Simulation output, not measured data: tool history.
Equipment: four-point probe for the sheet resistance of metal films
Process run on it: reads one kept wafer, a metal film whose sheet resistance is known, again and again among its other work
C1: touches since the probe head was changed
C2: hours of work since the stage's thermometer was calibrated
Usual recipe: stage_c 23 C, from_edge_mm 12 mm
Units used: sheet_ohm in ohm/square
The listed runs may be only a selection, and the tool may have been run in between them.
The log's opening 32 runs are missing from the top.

run 33 hour=1443.6 | stage_c=27 from_edge_mm=6 | C1=66279 C2=126 | sheet_ohm=20.761506
run 34 hour=1476.6 | stage_c=30 from_edge_mm=61 | C1=67059 C2=151 | sheet_ohm=20.638069
run 35 hour=1513.2 | stage_c=33 from_edge_mm=61 | C1=67925 C2=177 | sheet_ohm=20.646242
run 36 hour=1548.1 | stage_c=23 from_edge_mm=12 | C1=68749 C2=203 | sheet_ohm=20.669934
run 37 hour=1592.2 | stage_c=19 from_edge_mm=24 | C1=69792 C2=235 | sheet_ohm=20.645355
run 38 hour=1617.6 | stage_c=29 from_edge_mm=24 | C1=70394 C2=254 | sheet_ohm=20.653115
run 39 hour=1644.5 | stage_c=29 from_edge_mm=33 | C1=71030 C2=273 | sheet_ohm=20.642974
run 40 hour=1697.4 | stage_c=25 from_edge_mm=7 | C1=72280 C2=312 | sheet_ohm=20.729183
run 41 hour=1733.5 | stage_c=21 from_edge_mm=22 | C1=73134 C2=338 | sheet_ohm=20.64362
run 42 hour=1788.1 | stage_c=29 from_edge_mm=12 | C1=74427 C2=378 | sheet_ohm=20.67045
run 43 hour=1838 | stage_c=29 from_edge_mm=7 | C1=75606 C2=415 | sheet_ohm=20.723976
run 44 hour=1889.6 | stage_c=32 from_edge_mm=7 | C1=76826 C2=453 | sheet_ohm=20.735904
run 45 hour=1936.5 | stage_c=32 from_edge_mm=15 | C1=77935 C2=487 | sheet_ohm=20.661876

Below are 3 alternative next runs, each starting from the tool's condition after run 45. Predict each:
run A hour=1963.2 | stage_c=35 from_edge_mm=5 | C1=78567 C2=507 | sheet_ohm=?
run B hour=1963.2 | stage_c=27 from_edge_mm=5 | C1=78567 C2=507 | sheet_ohm=?
run C hour=1963.2 | stage_c=20 from_edge_mm=11 | C1=78567 C2=507 | sheet_ohm=?

run=A sheet_ohm=20.817743
run=B sheet_ohm=20.815325
run=C sheet_ohm=20.670734
Had the tool no hidden state, the same runs would have come out as:
run=A sheet_ohm=20.815138
run=B sheet_ohm=20.812727
run=C sheet_ohm=20.668159
